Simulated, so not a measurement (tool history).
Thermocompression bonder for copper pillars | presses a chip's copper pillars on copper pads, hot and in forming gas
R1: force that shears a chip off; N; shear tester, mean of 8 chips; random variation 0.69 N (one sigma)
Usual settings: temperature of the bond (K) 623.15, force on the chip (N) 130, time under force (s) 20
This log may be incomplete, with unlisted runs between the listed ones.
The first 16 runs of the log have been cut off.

{"run": 17, "hour": 258.6, "temperature of the bond (K)": 623.15, "force on the chip (N)": 130, "time under force (s)": 20, "R1": 44.6}
{"run": 18, "hour": 276.7, "temperature of the bond (K)": 623.15, "force on the chip (N)": 130, "time under force (s)": 20, "R1": 43.7}
{"run": 19, "hour": 293.1, "temperature of the bond (K)": 623.15, "force on the chip (N)": 130, "time under force (s)": 20, "R1": 43.7}
{"run": 20, "hour": 304.7, "temperature of the bond (K)": 650.15, "force on the chip (N)": 130, "time under force (s)": 20, "R1": 51.2}
{"run": 21, "hour": 319.5, "temperature of the bond (K)": 650.15, "force on the chip (N)": 130, "time under force (s)": 20, "R1": 50.4}
{"run": 22, "hour": 343.6, "temperature of the bond (K)": 618.15, "force on the chip (N)": 130, "time under force (s)": 20, "R1": 41.5}
{"run": 23, "hour": 362.7, "temperature of the bond (K)": 623.15, "force on the chip (N)": 107, "time under force (s)": 21, "R1": 38.8}
{"run": 24, "hour": 385.0, "temperature of the bond (K)": 600.15, "force on the chip (N)": 90, "time under force (s)": 21, "R1": 28.7}
{"run": 25, "hour": 404.5, "temperature of the bond (K)": 599.15, "force on the chip (N)": 135, "time under force (s)": 31, "R1": 42.2}
{"hour": 411.1, "done": "force cell calibrated"}
{"run": 26, "hour": 417.8, "temperature of the bond (K)": 601.15, "force on the chip (N)": 170, "time under force (s)": 20, "R1": 45.2}
{"run": 27, "hour": 434.2, "temperature of the bond (K)": 623.15, "force on the chip (N)": 109, "time under force (s)": 20, "R1": 40.3}
{"run": 28, "hour": 452.4, "temperature of the bond (K)": 597.15, "force on the chip (N)": 171, "time under force (s)": 17, "R1": 40.9}
{"run": 29, "hour": 473.8, "temperature of the bond (K)": 597.15, "force on the chip (N)": 79, "time under force (s)": 47, "R1": 36.9}
{"run": 30, "hour": 488.5, "temperature of the bond (K)": 633.15, "force on the chip (N)": 130, "time under force (s)": 22, "R1": 47.1}
{"run": 31, "hour": 509.1, "temperature of the bond (K)": 643.15, "force on the chip (N)": 130, "time under force (s)": 39, "R1": 60.0}
{"run": 32, "hour": 531.4, "temperature of the bond (K)": 643.15, "force on the chip (N)": 130, "time under force (s)": 39, "R1": 59.7}
{"run": 33, "hour": 542.4, "temperature of the bond (K)": 607.15, "force on the chip (N)": 130, "time under force (s)": 13, "R1": 33.7}
{"run": 34, "hour": 560.6, "temperature of the bond (K)": 619.15, "force on the chip (N)": 82, "time under force (s)": 52, "R1": 44.8}
{"run": 35, "hour": 585.5, "temperature of the bond (K)": 635.15, "force on the chip (N)": 82, "time under force (s)": 52, "R1": 48.8}

Run 36 comes next. What will it give?
{"hour": 591.4, "done": "forming gas filter changed"}
{"run": 36, "hour": 601.7, "temperature of the bond (K)": 602.15, "force on the chip (N)": 139, "time under force (s)": 28, "R1": "?"}

For run 36 the tool returned R1 49.9 N.
With the hidden condition absent and the run-to-run variation left alone, this run would have shown R1 48.8 N.
